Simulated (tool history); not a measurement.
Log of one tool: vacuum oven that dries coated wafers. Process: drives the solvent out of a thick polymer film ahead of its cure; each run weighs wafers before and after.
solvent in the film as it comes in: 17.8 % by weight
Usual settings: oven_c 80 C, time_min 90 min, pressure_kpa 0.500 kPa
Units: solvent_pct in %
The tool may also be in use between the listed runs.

run,hour,oven_c,time_min,pressure_kpa,solvent_pct
1,0.0,80,90,0.500,0.68
2,85.8,80,149,0.500,0.28
3,127.0,76,90,0.500,1.17
4,199.3,76,90,0.500,1.26
# hour 236.6: oven's thermocouples calibrated
5,244.9,76,90,1.683,1.96
6,307.1,80,63,0.500,1.73
7,343.2,80,63,0.500,1.65
8,389.5,80,71,0.500,1.29
9,457.1,80,71,0.500,1.32
10,537.3,80,90,0.628,0.81
11,610.7,80,90,0.628,0.81
12,668.1,83,90,0.689,0.57
13,744.8,82,90,0.689,0.59
14,804.8,82,90,0.689,0.60
15,877.9,82,90,0.689,0.62
16,914.7,82,108,0.689,0.48
17,989.9,68,90,0.392,3.44
18,1034.4,79,53,0.509,2.47
19,1081.5,79,53,0.509,2.41
20,1159.1,79,48,0.509,2.82
21,1196.8,76,90,0.447,1.31

5 ways to go on from here, each from the tool as it stands after run 21. What would each give?
A,1242.6,87,46,0.521,?
B,1242.6,78,90,0.447,?
C,1242.6,80,90,0.683,?
D,1242.6,69,108,0.341,?
E,1242.6,76,95,1.657,?

run,solvent_pct
A,1.13
B,1.00
C,0.79
D,2.28
E,1.66
Without the tool's hidden state the same runs would have given:
run,solvent_pct
A,1.24
B,1.05
C,0.81
D,2.44
E,1.75

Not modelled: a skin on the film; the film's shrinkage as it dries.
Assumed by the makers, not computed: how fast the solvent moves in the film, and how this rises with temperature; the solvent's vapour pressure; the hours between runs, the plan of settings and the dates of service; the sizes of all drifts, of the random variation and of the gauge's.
